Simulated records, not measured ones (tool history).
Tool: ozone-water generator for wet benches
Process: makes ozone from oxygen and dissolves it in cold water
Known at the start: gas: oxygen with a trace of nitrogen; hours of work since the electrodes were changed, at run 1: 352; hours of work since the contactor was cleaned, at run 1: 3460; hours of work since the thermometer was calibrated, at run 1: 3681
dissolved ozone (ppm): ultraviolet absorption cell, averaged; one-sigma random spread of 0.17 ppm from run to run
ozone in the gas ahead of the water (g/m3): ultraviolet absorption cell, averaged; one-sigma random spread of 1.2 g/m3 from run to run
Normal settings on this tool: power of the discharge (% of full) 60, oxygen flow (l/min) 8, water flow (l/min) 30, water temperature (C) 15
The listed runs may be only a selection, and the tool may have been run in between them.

run   hour  power of the discharge (% of full)  oxygen flow (l/min)  water flow (l/min)  water temperature (C)  hours of work since the electrodes were changed  hours of work since the contactor was cleaned  hours of work since the thermometer was calibrated  dissolved ozone (ppm)  ozone in the gas ahead of the water (g/m3)
  1      0                                  60                    8                  30                     15                                              352                                           3460                                                3681                   22.1                                       221.7
  2   28.2                                  60                 7.81                  30                     15                                              375                                           3483                                                3704                   21.8                                       224.6
  3   59.6                                  60                  6.1                  30                     15                                              401                                           3509                                                3730                   20.7                                       245.7
  4  101.3                                  60                  6.1                  30                     15                                              435                                           3543                                                3763                   20.8                                       243.7
  5  137.7                                  60                  6.1                  40                     15                                              464                                           3572                                                3793                   15.9                                       242.6
  6  180.2                                  75                  6.1                  28                     15                                              499                                           3607                                                3828                   25.3                                       280.4
  7  218.3                                  50                    8                  30                     15                                              530                                           3638                                                3858                   19.6                                       199.5
  8  285.6                                  60                 4.07                  27                     15                                              584                                           3692                                                3913                   20.2                                       281.3
  9  316.8                                  60                 4.07                  27                     15                                              610                                           3718                                                3938                   20.1                                         282

What does the tool deliver on the next run?
 10  377.8                                  60                 6.43                  30                     15                                              659                                           3767                                                3988                      ?                                           ?

Run 10 yielded dissolved ozone (ppm) 21, ozone in the gas ahead of the water (g/m3) 239.1.
Without the tool's hidden state the same run would have given dissolved ozone (ppm) 22.6, ozone in the gas ahead of the water (g/m3) 243.3.

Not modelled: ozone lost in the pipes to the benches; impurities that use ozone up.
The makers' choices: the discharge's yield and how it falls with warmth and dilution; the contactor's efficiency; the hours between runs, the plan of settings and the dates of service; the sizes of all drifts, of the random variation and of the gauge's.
